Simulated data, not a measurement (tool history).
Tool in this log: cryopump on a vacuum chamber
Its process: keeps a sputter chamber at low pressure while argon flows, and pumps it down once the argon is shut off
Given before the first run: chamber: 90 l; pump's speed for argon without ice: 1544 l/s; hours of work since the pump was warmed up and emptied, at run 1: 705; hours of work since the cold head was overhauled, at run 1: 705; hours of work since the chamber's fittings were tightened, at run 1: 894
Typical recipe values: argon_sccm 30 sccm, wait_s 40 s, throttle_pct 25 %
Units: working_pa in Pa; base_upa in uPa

run   hour  argon_sccm  wait_s  throttle_pct  hours of work since the pump was warmed up and emptied  hours of work since the cold head was overhauled  hours of work since the chamber's fittings were tightened  working_pa  base_upa
  1    0.0          30      40            25                                                     705                                               705                                                        894      0.1435      2.09
  2   24.2          30      40            25                                                     722                                               722                                                        911      0.1430      2.02
  3   56.8          30      40            25                                                     745                                               745                                                        934      0.1423      2.02
  4   70.4          30      40            25                                                     754                                               754                                                        943      0.1432      2.08
  5   84.5          30      40            25                                                     764                                               764                                                        953      0.1455      2.22
  6  103.1          13      40            25                                                     777                                               777                                                        966      0.0627      2.19
  7  125.6          13      40            25                                                     793                                               793                                                        982      0.0626      2.17
  8  144.0          13      40            25                                                     806                                               806                                                        995      0.0634      2.16
  9  172.1          30      48            25                                                     825                                               825                                                       1014      0.1453      2.15
 10  190.3          13      24            25                                                     838                                               838                                                       1027      0.0615      2.65
 11  218.5          13      24            25                                                     858                                               858                                                       1047      0.0639      2.75
     238.6  -- pump warmed up, emptied and cooled again
 12  254.2          31      61            50                                                      11                                               879                                                       1068      0.0679      1.58
 13  277.5          31      61            50                                                      27                                               895                                                       1084      0.0678      1.68
 14  311.0          51      61            56                                                      51                                               919                                                       1108      0.1009      1.62

Each row is a separate what-if for the run after 14, all from the same tool condition, not one after another. Results?
  A  333.3          30     284            24                                                      66                                               934                                                       1123           ?         ?
  B  333.3          22      40            18                                                      66                                               934                                                       1123           ?         ?
  C  333.3          25     284            22                                                      66                                               934                                                       1123           ?         ?
  D  333.3          25      61            56                                                      66                                               934                                                       1123           ?         ?

run  working_pa  base_upa
  A      0.1368      1.30
  B      0.1331      1.89
  C      0.1250      1.33
  D      0.0502      1.70
Stripped of hidden state, with their random variation kept, the same runs would have yielded:
run  working_pa  base_upa
  A      0.1357      0.28
  B      0.1323      0.86
  C      0.1241      0.28
  D      0.0493      0.65

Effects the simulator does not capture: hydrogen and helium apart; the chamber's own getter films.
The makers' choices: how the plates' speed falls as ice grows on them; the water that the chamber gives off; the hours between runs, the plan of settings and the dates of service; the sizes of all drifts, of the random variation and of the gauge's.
